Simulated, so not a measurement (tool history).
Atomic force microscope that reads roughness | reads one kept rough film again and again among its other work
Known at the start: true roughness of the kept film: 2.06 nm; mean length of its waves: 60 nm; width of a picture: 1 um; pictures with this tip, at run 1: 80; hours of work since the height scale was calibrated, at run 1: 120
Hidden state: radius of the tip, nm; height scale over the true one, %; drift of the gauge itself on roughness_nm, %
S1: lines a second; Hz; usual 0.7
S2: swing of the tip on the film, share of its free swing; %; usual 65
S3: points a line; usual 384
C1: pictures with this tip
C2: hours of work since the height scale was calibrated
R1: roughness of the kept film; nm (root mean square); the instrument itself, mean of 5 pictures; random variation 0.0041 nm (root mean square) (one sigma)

run,hour,S1,S2,S3,C1,C2,R1
1,0,0.7,65,384,80,120,1.979
2,10.4,0.7,65,384,95,125,1.966
# hour 13.5: new tip fitted
3,16.8,0.7,65,384,5,128,2.004
4,26.5,0.7,65,384,19,133,1.995
5,36.9,0.7,65,384,34,138,1.993
6,46.9,0.7,65,384,48,143,1.99
7,54.6,0.7,86,384,59,146,1.923
8,65.9,0.7,86,384,75,152,1.911
9,73.1,1.63,65,384,86,155,1.942
10,80.6,1.63,65,384,96,159,1.937
# hour 82.6: new tip fitted
11,87.8,1.63,65,384,8,162,1.966
12,98.6,0.7,61,384,23,168,2.002
13,109.5,1.379,61,384,39,173,1.979
14,118.6,1.379,61,273,52,177,1.98
15,124.1,1.379,61,273,60,180,1.966
16,132.9,0.7,65,848,72,184,1.983
17,139.6,0.7,65,384,82,188,1.985
# hour 151.4: new tip fitted
18,151.4,0.7,65,384,0,193,2.008
19,157.8,0.7,65,384,9,196,2.006
20,168.4,0.7,65,384,24,201,1.999
21,174.5,0.517,63,476,33,204,2.01
22,180.9,0.7,65,295,42,208,1.985
23,189.2,0.847,71,294,54,212,1.965
24,195.6,0.754,65,384,63,215,1.982
25,202,0.7,59,384,72,218,1.997
26,206.7,0.7,59,384,79,220,1.996
27,213.7,0.7,62,641,89,224,1.986
28,218.8,0.7,62,641,96,226,1.983
# hour 220.4: new tip fitted
29,227,1.533,62,384,10,230,1.985
30,237.2,0.757,65,450,24,235,2.001
31,246.8,0.757,65,450,38,239,1.993
32,252.8,1.89,63,565,46,242,1.947
33,257.6,2.558,83,943,53,245,1.747
34,267.4,2.558,83,943,67,250,1.744
35,272.9,1.034,65,384,75,252,1.975
36,278.9,1.034,65,384,84,255,1.97
37,286,3.544,56,477,94,259,1.929
# hour 289.2: new tip fitted
38,297.5,1.706,87,980,12,264,1.813
39,307.1,0.639,81,393,25,269,1.962

Measured less the same run without the tool's hidden state. The same run-to-run variation is in both; the gauge's scatter may not be:
run,R1
1,-0.022
2,-0.026
3,+0.003
4,-0.001
5,-0.005
6,-0.01
7,-0.013
8,-0.017
9,-0.02
10,-0.024
11,+0.004
12,+0
13,-0.006
14,-0.01
15,-0.011
16,-0.015
17,-0.019
18,+0.007
19,+0.004
20,+0
21,-0.002
22,-0.006
23,-0.009
24,-0.012
25,-0.014
26,-0.017
27,-0.02
28,-0.022
29,+0.006
30,+0.002
31,-0.003
32,-0.005
33,-0.007
34,-0.011
35,-0.015
36,-0.018
37,-0.02
38,+0.004
39,+0.001
